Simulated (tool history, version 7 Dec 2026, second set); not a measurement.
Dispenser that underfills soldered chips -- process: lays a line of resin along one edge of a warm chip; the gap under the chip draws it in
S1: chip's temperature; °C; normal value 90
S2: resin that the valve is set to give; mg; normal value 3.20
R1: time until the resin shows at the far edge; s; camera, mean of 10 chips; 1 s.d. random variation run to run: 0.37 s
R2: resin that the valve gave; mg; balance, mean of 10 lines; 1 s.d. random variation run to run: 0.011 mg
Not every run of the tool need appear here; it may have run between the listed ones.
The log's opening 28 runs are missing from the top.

run     day   S1    S2    R1    R2
      9.192  -- new syringe of resin
 29   9.346   78  3.66  35.0  3.55
      9.454  -- dispensing valve cleaned and set on the balance
 30   9.625  100  3.51  20.3  3.51
      9.675  -- new syringe of resin
 31   9.988  100  3.51  19.5  3.49
     10.100  -- new syringe of resin
 32  10.283  103  3.36  15.2  3.34
     10.512  -- new syringe of resin
 33  10.662  103  3.36  15.3  3.33
     10.946  -- new syringe of resin
 34  11.058   94  3.40  20.0  3.36
     11.371  -- new syringe of resin
     11.438  -- stage's temperature calibrated
 35  11.521   80  3.24  35.3  3.18
     11.829  -- new syringe of resin
 36  11.875  103  2.72  16.4  2.68

3 ways to go on from here, each from the tool as it stands after run 36. What would each give?
  A  12.104   99  3.56   ?   ?
  B  12.104   96  4.15   ?   ?
  C  12.104  103  3.92   ?   ?

run    R1    R2
  A  21.4  3.51
  B  23.3  4.07
  C  18.6  3.85
What these runs would have given with no unlogged condition in the tool:
run    R1    R2
  A  16.6  3.57
  B  18.2  4.14
  C  14.6  3.92

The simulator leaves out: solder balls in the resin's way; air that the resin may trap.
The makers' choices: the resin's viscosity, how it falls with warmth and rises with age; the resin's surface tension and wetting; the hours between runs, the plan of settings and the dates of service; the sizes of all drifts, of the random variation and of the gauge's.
